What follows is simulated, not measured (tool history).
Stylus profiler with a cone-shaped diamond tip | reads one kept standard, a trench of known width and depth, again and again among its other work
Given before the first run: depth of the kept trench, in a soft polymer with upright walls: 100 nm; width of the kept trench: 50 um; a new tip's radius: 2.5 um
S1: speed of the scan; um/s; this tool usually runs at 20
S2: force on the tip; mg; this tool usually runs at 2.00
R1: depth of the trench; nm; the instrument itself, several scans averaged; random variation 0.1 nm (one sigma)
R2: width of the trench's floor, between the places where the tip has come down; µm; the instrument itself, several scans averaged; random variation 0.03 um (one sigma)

run,hour,S1,S2,R1,R2
1,0.0,20,2.00,101.45,48.14
2,22.9,20,2.00,101.28,48.21
3,42.5,20,2.00,101.32,48.17
4,61.8,54,2.00,101.60,48.00
5,86.5,54,2.00,101.38,47.94
6,111.9,20,2.00,101.24,48.16
7,130.7,20,4.46,102.42,48.17
8,143.0,20,4.46,102.42,48.14
9,171.0,24,2.00,101.26,48.14
10,191.8,24,2.00,101.31,48.17
11,203.0,20,2.00,101.26,48.14
12,223.6,20,2.00,101.28,48.09
13,241.0,20,2.00,101.27,48.14
14,253.3,20,2.00,101.14,48.17
15,274.8,20,2.00,101.18,48.13
16,296.3,20,1.57,101.16,48.11
17,314.0,20,2.00,101.24,48.08
18,338.7,20,2.00,101.28,48.10
19,365.6,20,2.00,101.28,48.09
20,392.1,20,2.00,101.05,48.11
21,407.7,20,2.00,101.23,48.06
22,425.2,21,1.03,100.59,48.08
23,440.8,21,1.03,100.75,48.01
24,464.4,39,1.87,101.04,47.95
25,485.1,55,0.80,100.52,47.61
26,496.4,54,1.02,100.80,47.78
27,522.0,54,1.02,100.71,47.78
28,543.5,20,1.45,101.02,48.02
29,569.3,16,1.40,101.05,48.12
30,589.7,16,1.40,100.74,48.02
31,609.1,71,3.99,102.04,47.84
32,621.6,20,5.36,102.55,48.06
33,635.8,20,5.36,102.76,48.13
34,661.4,69,2.32,101.39,47.81
35,687.9,69,2.32,101.32,47.81
36,714.0,11,1.60,100.81,48.05
37,736.1,11,1.60,100.97,48.06
38,752.2,11,1.60,100.95,48.01

Table of differences, measured result less the result of that run with no hidden state. Run-to-run variation is the same in both. Gauge scatter possibly is not:
The tool's hidden condition here consists of: radius of the tip, um; height scale over the true one, %; drift of the gauge itself on depth_nm, %; drift of the gauge itself on floor_um, %.
run,R1,R2
1,-0.17,-0.29
2,-0.19,-0.30
3,-0.19,-0.30
4,-0.19,-0.30
5,-0.20,-0.31
6,-0.20,-0.31
7,-0.21,-0.33
8,-0.21,-0.33
9,-0.21,-0.34
10,-0.21,-0.34
11,-0.22,-0.34
12,-0.22,-0.35
13,-0.22,-0.35
14,-0.22,-0.35
15,-0.23,-0.36
16,-0.24,-0.36
17,-0.24,-0.36
18,-0.25,-0.37
19,-0.25,-0.37
20,-0.25,-0.38
21,-0.26,-0.38
22,-0.26,-0.39
23,-0.26,-0.39
24,-0.27,-0.40
25,-0.27,-0.40
26,-0.27,-0.40
27,-0.28,-0.41
28,-0.28,-0.41
29,-0.28,-0.41
30,-0.28,-0.42
31,-0.30,-0.43
32,-0.30,-0.43
33,-0.30,-0.44
34,-0.30,-0.44
35,-0.31,-0.44
36,-0.31,-0.45
37,-0.31,-0.45
38,-0.32,-0.45
